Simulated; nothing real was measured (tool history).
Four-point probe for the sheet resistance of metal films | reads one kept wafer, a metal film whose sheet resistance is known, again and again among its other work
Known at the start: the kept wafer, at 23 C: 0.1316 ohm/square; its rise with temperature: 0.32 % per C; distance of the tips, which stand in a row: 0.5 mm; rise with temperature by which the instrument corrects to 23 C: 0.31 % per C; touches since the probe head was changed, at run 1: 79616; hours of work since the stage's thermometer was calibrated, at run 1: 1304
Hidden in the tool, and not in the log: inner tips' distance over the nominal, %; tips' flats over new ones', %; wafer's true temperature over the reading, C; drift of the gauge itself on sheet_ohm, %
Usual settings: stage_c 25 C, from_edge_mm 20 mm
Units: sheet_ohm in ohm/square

| run | hour | stage_c | from_edge_mm | touches since the probe head was changed | hours of work since the stage's thermometer was calibrated | sheet_ohm |
|---|---|---|---|---|---|---|
| 1 | 0.0 | 25 | 20 | 79616 | 1304 | 0.131935 |
| 2 | 35.6 | 25 | 20 | 81303 | 1331 | 0.131972 |
| 3 | 88.2 | 32 | 20 | 83792 | 1372 | 0.132100 |
| 4 | 119.9 | 32 | 20 | 85290 | 1397 | 0.132140 |
|  | 140.0 | new probe head fitted |
| 5 | 145.8 | 25 | 15 | 276 | 1416 | 0.131349 |
| 6 | 177.1 | 25 | 15 | 1757 | 1440 | 0.131314 |
| 7 | 207.6 | 25 | 15 | 3201 | 1464 | 0.131385 |
| 8 | 243.3 | 25 | 15 | 4889 | 1491 | 0.131372 |
| 9 | 274.5 | 25 | 66 | 6366 | 1516 | 0.131366 |
| 10 | 314.2 | 25 | 66 | 8244 | 1546 | 0.131323 |
| 11 | 349.6 | 25 | 66 | 9923 | 1574 | 0.131308 |
| 12 | 381.5 | 25 | 66 | 11432 | 1599 | 0.131349 |
| 13 | 416.9 | 25 | 66 | 13108 | 1626 | 0.131370 |
| 14 | 441.0 | 33 | 20 | 14250 | 1645 | 0.131580 |
| 15 | 476.1 | 33 | 20 | 15911 | 1672 | 0.131591 |
| 16 | 519.5 | 20 | 20 | 17961 | 1705 | 0.131397 |
| 17 | 562.4 | 20 | 20 | 19995 | 1739 | 0.131456 |
|  | 567.3 | stage's thermometer calibrated |
| 18 | 586.0 | 20 | 74 | 21086 | 14 | 0.131325 |
| 19 | 636.0 | 20 | 74 | 23452 | 53 | 0.131436 |
| 20 | 659.5 | 20 | 8 | 24565 | 71 | 0.131654 |
|  | 709.6 | stage's thermometer calibrated, once more |
| 21 | 709.6 | 24 | 22 | 26915 | 0 | 0.131745 |
| 22 | 744.7 | 23 | 5 | 28578 | 27 | 0.132341 |
| 23 | 787.5 | 33 | 14 | 30604 | 60 | 0.131928 |
| 24 | 811.9 | 35 | 60 | 31756 | 79 | 0.131921 |
| 25 | 839.2 | 25 | 18 | 33048 | 100 | 0.131895 |
| 26 | 890.7 | 26 | 12 | 35485 | 140 | 0.131954 |
| 27 | 940.3 | 32 | 10 | 37834 | 179 | 0.132136 |
| 28 | 986.8 | 31 | 73 | 40038 | 215 | 0.131890 |
| 29 | 1031.1 | 20 | 16 | 42134 | 249 | 0.131910 |
| 30 | 1078.1 | 33 | 16 | 44359 | 286 | 0.132067 |
| 31 | 1124.7 | 20 | 61 | 46564 | 322 | 0.131885 |
| 32 | 1151.0 | 19 | 61 | 47807 | 342 | 0.131925 |
| 33 | 1198.0 | 21 | 7 | 50036 | 379 | 0.132290 |
| 34 | 1220.5 | 21 | 7 | 51101 | 396 | 0.132334 |
| 35 | 1250.8 | 21 | 7 | 52532 | 419 | 0.132282 |
| 36 | 1272.5 | 21 | 7 | 53558 | 436 | 0.132343 |
| 37 | 1320.9 | 25 | 44 | 55851 | 474 | 0.132045 |

5 ways to go on from here, each from the tool as it stands after run 37. What would each give?
| A | 1354.0 | 32 | 22 | 57417 | 499 | ? |
| B | 1354.0 | 30 | 21 | 57417 | 499 | ? |
| C | 1354.0 | 25 | 9 | 57417 | 499 | ? |
| D | 1354.0 | 25 | 5 | 57417 | 499 | ? |
| E | 1354.0 | 20 | 4 | 57417 | 499 | ? |

| run | sheet_ohm |
|---|---|
| A | 0.132224 |
| B | 0.132195 |
| C | 0.132301 |
| D | 0.132794 |
| E | 0.133084 |
Without the tool's hidden state the same runs would have given:
| run | sheet_ohm |
|---|---|
| A | 0.131790 |
| B | 0.131762 |
| C | 0.131869 |
| D | 0.132360 |
| E | 0.132651 |
